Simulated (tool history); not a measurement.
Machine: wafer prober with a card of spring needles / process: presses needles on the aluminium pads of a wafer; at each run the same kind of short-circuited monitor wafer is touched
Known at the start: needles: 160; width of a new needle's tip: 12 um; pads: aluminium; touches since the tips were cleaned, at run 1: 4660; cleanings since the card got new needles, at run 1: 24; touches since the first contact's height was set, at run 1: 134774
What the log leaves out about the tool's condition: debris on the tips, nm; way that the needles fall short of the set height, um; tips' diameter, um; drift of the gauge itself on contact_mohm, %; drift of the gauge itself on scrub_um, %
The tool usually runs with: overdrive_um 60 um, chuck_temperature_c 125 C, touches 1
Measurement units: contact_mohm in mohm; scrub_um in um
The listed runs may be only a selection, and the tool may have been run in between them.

run	hour	overdrive_um	chuck_temperature_c	touches	touches since the tips were cleaned	cleanings since the card got new needles	touches since the first contact's height was set	contact_mohm	scrub_um
1	0	60	125	1	4660	24	134774	327	15.54
# hour 3.2: tips cleaned on abrasive film
# hour 18.2: tips cleaned on abrasive film
# hour 33.7: tips cleaned on abrasive film
# hour 49.2: tips cleaned on abrasive film
2	60.2	60	81	1	4378	28	158558	309	15.39
# hour 63: tips cleaned on abrasive film
# hour 78.4: tips cleaned on abrasive film
# hour 90.8: tips cleaned on abrasive film
# hour 103.2: tips cleaned on abrasive film
# hour 118.6: tips cleaned on abrasive film
3	123.2	60	81	1	1837	33	183408	278	15.33
# hour 132.2: tips cleaned on abrasive film
# hour 147.7: tips cleaned on abrasive film
# hour 163.2: tips cleaned on abrasive film
# hour 172.7: height of the first contact set anew
4	174.4	60	125	1	4338	36	668	324	14.97
# hour 177.6: tips cleaned on abrasive film
# hour 190: tips cleaned on abrasive film
# hour 205.3: tips cleaned on abrasive film
# hour 217.7: tips cleaned on abrasive film
# hour 231.8: tips cleaned on abrasive film
5	231.8	60	125	1	0	41	23277	270	14.82
# hour 247.2: tips cleaned on abrasive film
# hour 259.6: tips cleaned on abrasive film
6	267	60	125	1	2924	43	37209	309	14.78
# hour 273.1: tips cleaned on abrasive film
# hour 288.5: tips cleaned on abrasive film
7	299.4	60	125	1	4329	45	50026	319	14.63
# hour 302.6: tips cleaned on abrasive film
# hour 317.8: tips cleaned on abrasive film
# hour 333.1: tips cleaned on abrasive film
# hour 348.2: tips cleaned on abrasive film
8	351	60	125	2	1119	49	70389	276	14.53
# hour 363.4: tips cleaned on abrasive film
# hour 375.8: tips cleaned on abrasive film
# hour 391.3: tips cleaned on abrasive film
# hour 406.4: tips cleaned on abrasive film
9	407.4	60	125	2	370	53	92630	274	14.54
# hour 419.7: tips cleaned on abrasive film
# hour 434.2: tips cleaned on abrasive film
10	434.2	60	125	1	0	55	103230	267	14.44
# hour 449.7: tips cleaned on abrasive film
# hour 462.1: tips cleaned on abrasive film
# hour 471.3: height of the first contact set anew, once more
# hour 477.2: tips cleaned on abrasive film
# hour 490.1: tips cleaned on abrasive film
11	490.1	60	125	1	0	59	7400	268	16.41
# hour 505.3: tips cleaned on abrasive film
# hour 517.7: tips cleaned on abrasive film
12	524.3	60	125	2	2636	61	20907	287	16.31
# hour 530.6: tips cleaned on abrasive film
# hour 543: tips cleaned on abrasive film
# hour 558.3: tips cleaned on abrasive film
# hour 573.8: tips cleaned on abrasive film
13	575.6	60	125	2	745	65	41170	270	16.11
# hour 588: tips cleaned on abrasive film
# hour 603.4: tips cleaned on abrasive film
14	608.3	60	125	2	1966	67	54088	279	16.04
# hour 617.1: tips cleaned on abrasive film
# hour 632.2: tips cleaned on abrasive film
15	634.9	60	65	1	1083	69	64586	272	15.99
# hour 647.3: tips cleaned on abrasive film
# hour 662.2: tips cleaned on abrasive film
# hour 674.6: tips cleaned on abrasive film
16	674.6	60	65	1	2	72	80263	249	15.85
# hour 687.4: tips cleaned on abrasive film
# hour 699.8: tips cleaned on abrasive film
17	703.4	48	87	3	1420	74	91603	271	12.57
# hour 712.5: tips cleaned on abrasive film
# hour 727.7: tips cleaned on abrasive film
# hour 740.1: tips cleaned on abrasive film
# hour 755.3: tips cleaned on abrasive film
18	763	48	46	1	3031	78	115143	313	12.4
# hour 769.2: tips cleaned on abrasive film
# hour 784.6: tips cleaned on abrasive film
19	795.9	60	62	1	4507	80	128174	307	15.6
# hour 799.1: tips cleaned on abrasive film
# hour 814: tips cleaned on abrasive film
# hour 829.2: tips cleaned on abrasive film
# hour 841.7: tips cleaned on abrasive film
# hour 857.1: tips cleaned on abrasive film
20	859.3	44	106	1	852	85	153169	295	11.06
# hour 871.6: tips cleaned on abrasive film
# hour 887: tips cleaned on abrasive film
21	887.1	44	106	1	17	87	164147	272	11.06
# hour 902.1: tips cleaned on abrasive film
# hour 916: tips cleaned on abrasive film
22	916	63	99	1	0	89	175569	259	16.07
# hour 928.4: tips cleaned on abrasive film
# hour 943.9: tips cleaned on abrasive film
# hour 959.2: tips cleaned on abrasive film
# hour 971.6: tips cleaned on abrasive film
23	975.8	63	99	1	1681	93	199184	288	15.99
# hour 985.1: tips cleaned on abrasive film
# hour 985.4: height of the first contact set anew
# hour 1000.8: tips cleaned on abrasive film
# hour 1013.3: tips cleaned on abrasive film
24	1015.6	63	99	1	945	96	11935	271	17.01
# hour 1027.7: tips cleaned on abrasive film
# hour 1040.1: tips cleaned on abrasive film
# hour 1055.4: tips cleaned on abrasive film
# hour 1068: tips cleaned on abrasive film
25	1068	68	69	3	0	100	32595	249	18.57
# hour 1080.4: tips cleaned on abrasive film
# hour 1095.7: tips cleaned on abrasive film
26	1107.4	68	69	2	4660	102	48203	278	18.28
# hour 1110.6: tips cleaned on abrasive film
# hour 1125.7: tips cleaned on abrasive film
# hour 1141.2: tips cleaned on abrasive film
27	1151.4	59	89	1	4047	105	65556	311	15.68
# hour 1154.3: tips cleaned on abrasive film
# hour 1166.7: tips cleaned on abrasive film
# hour 1179.1: tips cleaned on abrasive film
# hour 1191.9: tips cleaned on abrasive film
28	1191.9	59	89	1	0	109	81520	258	15.59

Some steps in contact_mohm between neighbouring runs. How much of each would the tool show without its hidden state too (settings, what came in, random variation), and how much is left for the hidden state, with any gauge scatter that isn't in both results?
Run 4 -> 5: tips cleaned on abrasive film, tips cleaned on abrasive film, tips cleaned on abrasive film, tips cleaned on abrasive film, tips cleaned on abrasive film. contact_mohm -54 mohm: hidden state -52, all else -2.
Run 17 -> 18: chuck_temperature_c 87 -> 46, touches 3 -> 1, tips cleaned on abrasive film, tips cleaned on abrasive film, tips cleaned on abrasive film, tips cleaned on abrasive film. contact_mohm +42 mohm: hidden state +56, all else -14.
Run 27 -> 28: tips cleaned on abrasive film, tips cleaned on abrasive film, tips cleaned on abrasive film, tips cleaned on abrasive film. contact_mohm -53 mohm: hidden state -53, all else +0.
